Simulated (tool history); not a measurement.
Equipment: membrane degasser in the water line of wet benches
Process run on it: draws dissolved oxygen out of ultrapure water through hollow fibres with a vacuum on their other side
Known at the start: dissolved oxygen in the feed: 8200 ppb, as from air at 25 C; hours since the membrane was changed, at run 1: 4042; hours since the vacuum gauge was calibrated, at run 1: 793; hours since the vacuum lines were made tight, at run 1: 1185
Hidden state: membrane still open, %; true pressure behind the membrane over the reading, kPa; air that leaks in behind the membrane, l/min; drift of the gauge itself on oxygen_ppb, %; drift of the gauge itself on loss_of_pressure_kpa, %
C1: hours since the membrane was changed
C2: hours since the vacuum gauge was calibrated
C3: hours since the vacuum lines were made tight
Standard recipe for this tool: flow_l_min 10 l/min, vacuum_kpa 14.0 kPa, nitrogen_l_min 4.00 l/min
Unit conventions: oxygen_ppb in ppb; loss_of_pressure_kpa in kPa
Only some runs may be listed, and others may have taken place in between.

Run 1, hour 0.0: usual settings; C1 4042; C2 793; C3 1185. Result: oxygen_ppb 71.2 ppb, loss_of_pressure_kpa 45.28 kPa.
Run 2, hour 90.5: usual settings; C1 4132; C2 884; C3 1275. Result: oxygen_ppb 71.8 ppb, loss_of_pressure_kpa 45.11 kPa.
Run 3, hour 165.5: usual settings but flow_l_min 7 l/min; C1 4207; C2 959; C3 1350. Result: oxygen_ppb 47.3 ppb, loss_of_pressure_kpa 31.30 kPa.
Run 4, hour 238.9: usual settings but flow_l_min 7 l/min; C1 4281; C2 1032; C3 1424. Result: oxygen_ppb 48.3 ppb, loss_of_pressure_kpa 31.43 kPa.
Run 5, hour 290.9: usual settings but flow_l_min 7 l/min, vacuum_kpa 12.1 kPa; C1 4333; C2 1084; C3 1476. Result: oxygen_ppb 40.1 ppb, loss_of_pressure_kpa 31.58 kPa.
Run 6, hour 336.0: usual settings but flow_l_min 7 l/min, vacuum_kpa 12.1 kPa; C1 4378; C2 1129; C3 1521. Result: oxygen_ppb 39.6 ppb, loss_of_pressure_kpa 31.28 kPa.
Run 7, hour 393.6: usual settings but flow_l_min 7 l/min, vacuum_kpa 12.1 kPa; C1 4435; C2 1187; C3 1579. Result: oxygen_ppb 38.8 ppb, loss_of_pressure_kpa 31.44 kPa.
Run 8, hour 488.4: usual settings but flow_l_min 7 l/min, vacuum_kpa 12.1 kPa; C1 4530; C2 1282; C3 1673. Result: oxygen_ppb 39.4 ppb, loss_of_pressure_kpa 31.44 kPa.
Run 9, hour 580.6: usual settings but nitrogen_l_min 1.61 l/min; C1 4622; C2 1374; C3 1766. Result: oxygen_ppb 166.6 ppb, loss_of_pressure_kpa 44.60 kPa.
Run 10, hour 634.2: usual settings but vacuum_kpa 13.4 kPa; C1 4676; C2 1427; C3 1819. Result: oxygen_ppb 67.3 ppb, loss_of_pressure_kpa 44.67 kPa.
Run 11, hour 718.2: usual settings but vacuum_kpa 13.4 kPa; C1 4760; C2 1511; C3 1903. Result: oxygen_ppb 66.6 ppb, loss_of_pressure_kpa 44.36 kPa.
Run 12, hour 800.7: usual settings but vacuum_kpa 13.4 kPa; C1 4843; C2 1594; C3 1986. Result: oxygen_ppb 67.0 ppb, loss_of_pressure_kpa 44.74 kPa.
Run 13, hour 876.3: usual settings but vacuum_kpa 13.4 kPa; C1 4918; C2 1670; C3 2061. Result: oxygen_ppb 69.0 ppb, loss_of_pressure_kpa 44.41 kPa.
Run 14, hour 965.5: usual settings; C1 5007; C2 1759; C3 2150. Result: oxygen_ppb 70.2 ppb, loss_of_pressure_kpa 44.74 kPa.
Run 15, hour 1068.4: usual settings but flow_l_min 9 l/min; C1 5110; C2 1862; C3 2253. Result: oxygen_ppb 63.3 ppb, loss_of_pressure_kpa 40.12 kPa.
Run 16, hour 1168.6: usual settings but flow_l_min 9 l/min; C1 5210; C2 1962; C3 2354. Result: oxygen_ppb 61.5 ppb, loss_of_pressure_kpa 39.55 kPa.
Run 17, hour 1254.1: usual settings but flow_l_min 8 l/min, vacuum_kpa 23.3 kPa, nitrogen_l_min 7.23 l/min; C1 5296; C2 2047; C3 2439. Result: oxygen_ppb 57.4 ppb, loss_of_pressure_kpa 35.50 kPa.
At hour 1284.6: gauge calibrated.
Run 18, hour 1359.9: usual settings but flow_l_min 15 l/min, vacuum_kpa 31.4 kPa; C1 5402; C2 2153; C3 2545. Result: oxygen_ppb 269.1 ppb, loss_of_pressure_kpa 68.30 kPa.
Run 19, hour 1412.9: usual settings but flow_l_min 11 l/min, vacuum_kpa 28.3 kPa, nitrogen_l_min 3.44 l/min; C1 5455; C2 2206; C3 2598. Result: oxygen_ppb 201.8 ppb, loss_of_pressure_kpa 49.81 kPa.
Run 20, hour 1495.0: usual settings but flow_l_min 14 l/min, vacuum_kpa 10.6 kPa, nitrogen_l_min 2.11 l/min; C1 5537; C2 2288; C3 2680. Result: oxygen_ppb 134.6 ppb, loss_of_pressure_kpa 63.46 kPa.

Run 21 has not been measured yet. What should we expect?
Run 21, hour 1543.6: usual settings but vacuum_kpa 10.3 kPa, nitrogen_l_min 6.83 l/min; C1 5585; C2 2337; C3 2729. Result: oxygen_ppb ?, loss_of_pressure_kpa ?.

oxygen_ppb: 31.1 ppb
loss_of_pressure_kpa: 45.29 kPa
Take away the tool's hidden state, keep the run-to-run variation as it was, and the same run would have given oxygen_ppb 31.0 ppb, loss_of_pressure_kpa 45.52 kPa.
